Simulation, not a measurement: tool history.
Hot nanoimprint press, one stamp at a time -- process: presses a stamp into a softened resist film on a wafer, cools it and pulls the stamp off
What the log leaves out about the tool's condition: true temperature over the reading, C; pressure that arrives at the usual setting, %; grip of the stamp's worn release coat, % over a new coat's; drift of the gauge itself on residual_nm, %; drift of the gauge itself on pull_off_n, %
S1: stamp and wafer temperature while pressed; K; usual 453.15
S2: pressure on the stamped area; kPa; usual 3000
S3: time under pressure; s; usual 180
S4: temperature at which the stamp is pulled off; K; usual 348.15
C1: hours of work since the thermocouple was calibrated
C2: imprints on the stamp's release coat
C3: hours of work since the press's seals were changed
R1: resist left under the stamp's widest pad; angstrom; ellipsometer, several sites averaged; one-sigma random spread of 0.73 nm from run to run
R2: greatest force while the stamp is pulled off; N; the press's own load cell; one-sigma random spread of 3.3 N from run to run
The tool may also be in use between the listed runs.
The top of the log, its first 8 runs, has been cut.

run 9 hour=424.0 | S1=453.15 S2=3140 S3=98 S4=348.15 | C1=286 C2=867 C3=46 | R1=2548 R2=174
run 10 hour=475.1 | S1=453.15 S2=3140 S3=98 S4=348.15 | C1=307 C2=998 C3=67 | R1=2566 R2=170
run 11 hour=521.4 | S1=453.15 S2=3000 S3=180 S4=348.15 | C1=326 C2=1118 C3=87 | R1=2119 R2=177
run 12 hour=571.1 | S1=453.15 S2=3000 S3=180 S4=348.15 | C1=347 C2=1245 C3=107 | R1=2120 R2=172
run 13 hour=632.8 | S1=453.15 S2=2460 S3=180 S4=348.15 | C1=372 C2=1404 C3=133 | R1=2280 R2=177
run 14 hour=663.2 | S1=453.15 S2=2460 S3=167 S4=348.15 | C1=385 C2=1482 C3=145 | R1=2336 R2=174
-- hour=732.3 stamp cleaned and given a new release coat
run 15 hour=735.1 | S1=453.15 S2=2460 S3=167 S4=348.15 | C1=412 C2=7 C3=173 | R1=2328 R2=154
-- hour=751.4 plate thermocouple calibrated
run 16 hour=767.7 | S1=446.15 S2=3000 S3=180 S4=348.15 | C1=7 C2=83 C3=185 | R1=2689 R2=168

For run 17, what comes out?
run 17 hour=806.4 | S1=446.15 S2=3000 S3=180 S4=348.15 | C1=23 C2=183 C3=201 | R1=? R2=?

For run 17 the tool returned R1 2674 angstrom, R2 163 N.
Minus the tool's unlogged condition, the same run would have read R1 2664 angstrom, R2 160 N.
